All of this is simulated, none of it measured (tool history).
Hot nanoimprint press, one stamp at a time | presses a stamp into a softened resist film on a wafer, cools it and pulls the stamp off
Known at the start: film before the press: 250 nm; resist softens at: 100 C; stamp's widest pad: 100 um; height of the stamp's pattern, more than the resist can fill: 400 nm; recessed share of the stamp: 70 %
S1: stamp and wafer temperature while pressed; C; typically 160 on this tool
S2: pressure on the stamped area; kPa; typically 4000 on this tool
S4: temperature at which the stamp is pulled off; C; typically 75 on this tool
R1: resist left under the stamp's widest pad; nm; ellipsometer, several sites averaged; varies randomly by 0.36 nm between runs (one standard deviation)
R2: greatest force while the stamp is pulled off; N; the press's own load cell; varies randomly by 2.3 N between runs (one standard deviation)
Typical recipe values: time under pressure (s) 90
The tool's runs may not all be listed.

{"run": 1, "hour": 0.0, "S1": 160, "S2": 4000, "time under pressure (s)": 90, "S4": 75, "R1": 103.2, "R2": 225}
{"run": 2, "hour": 13.3, "S1": 160, "S2": 4000, "time under pressure (s)": 90, "S4": 63, "R1": 103.5, "R2": 276}
{"run": 3, "hour": 25.2, "S1": 160, "S2": 4000, "time under pressure (s)": 90, "S4": 63, "R1": 103.0, "R2": 272}
{"run": 4, "hour": 42.0, "S1": 160, "S2": 4000, "time under pressure (s)": 90, "S4": 63, "R1": 102.8, "R2": 276}
{"run": 5, "hour": 66.4, "S1": 160, "S2": 4000, "time under pressure (s)": 90, "S4": 63, "R1": 102.8, "R2": 278}
{"run": 6, "hour": 86.0, "S1": 160, "S2": 4000, "time under pressure (s)": 114, "S4": 75, "R1": 95.2, "R2": 226}
{"run": 7, "hour": 112.3, "S1": 160, "S2": 4000, "time under pressure (s)": 90, "S4": 75, "R1": 102.9, "R2": 229}
{"run": 8, "hour": 133.7, "S1": 160, "S2": 4000, "time under pressure (s)": 90, "S4": 75, "R1": 102.4, "R2": 224}
{"hour": 155.9, "done": "stamp cleaned and given a new release coat"}
{"run": 9, "hour": 164.9, "S1": 160, "S2": 4000, "time under pressure (s)": 90, "S4": 75, "R1": 102.4, "R2": 224}
{"run": 10, "hour": 191.5, "S1": 160, "S2": 4000, "time under pressure (s)": 90, "S4": 75, "R1": 102.6, "R2": 226}
{"run": 11, "hour": 207.0, "S1": 160, "S2": 4000, "time under pressure (s)": 67, "S4": 75, "R1": 113.1, "R2": 226}
{"run": 12, "hour": 233.2, "S1": 160, "S2": 4000, "time under pressure (s)": 67, "S4": 75, "R1": 113.0, "R2": 229}
{"run": 13, "hour": 256.5, "S1": 160, "S2": 4000, "time under pressure (s)": 67, "S4": 75, "R1": 112.4, "R2": 224}
{"run": 14, "hour": 283.7, "S1": 160, "S2": 4000, "time under pressure (s)": 67, "S4": 65, "R1": 113.1, "R2": 264}
{"run": 15, "hour": 297.5, "S1": 160, "S2": 4000, "time under pressure (s)": 67, "S4": 65, "R1": 112.7, "R2": 268}
{"hour": 304.7, "done": "plate thermocouple calibrated"}
{"run": 16, "hour": 323.6, "S1": 155, "S2": 4290, "time under pressure (s)": 161, "S4": 67, "R1": 105.4, "R2": 261}
{"run": 17, "hour": 339.7, "S1": 155, "S2": 4290, "time under pressure (s)": 161, "S4": 67, "R1": 104.7, "R2": 255}
{"run": 18, "hour": 357.9, "S1": 155, "S2": 4290, "time under pressure (s)": 161, "S4": 67, "R1": 104.7, "R2": 253}
{"run": 19, "hour": 379.2, "S1": 155, "S2": 4290, "time under pressure (s)": 161, "S4": 67, "R1": 104.9, "R2": 257}
{"run": 20, "hour": 406.2, "S1": 160, "S2": 3000, "time under pressure (s)": 60, "S4": 75, "R1": 135.2, "R2": 224}
{"run": 21, "hour": 428.1, "S1": 160, "S2": 4000, "time under pressure (s)": 150, "S4": 75, "R1": 85.2, "R2": 224}
{"hour": 460.2, "done": "press's hydraulic seals changed and the load cell set to zero"}
{"run": 22, "hour": 461.7, "S1": 160, "S2": 5830, "time under pressure (s)": 90, "S4": 79, "R1": 81.3, "R2": 208}

For run 23, what comes out?
{"hour": 473.2, "done": "stamp cleaned and given a new release coat"}
{"run": 23, "hour": 494.2, "S1": 154, "S2": 2870, "time under pressure (s)": 90, "S4": 81, "R1": "?", "R2": "?"}

For run 23 the tool returned R1 159.6 nm, R2 202 N.
Were there no unlogged condition in the tool, this run, its random variation unchanged, would have produced R1 163.2 nm, R2 201 N.

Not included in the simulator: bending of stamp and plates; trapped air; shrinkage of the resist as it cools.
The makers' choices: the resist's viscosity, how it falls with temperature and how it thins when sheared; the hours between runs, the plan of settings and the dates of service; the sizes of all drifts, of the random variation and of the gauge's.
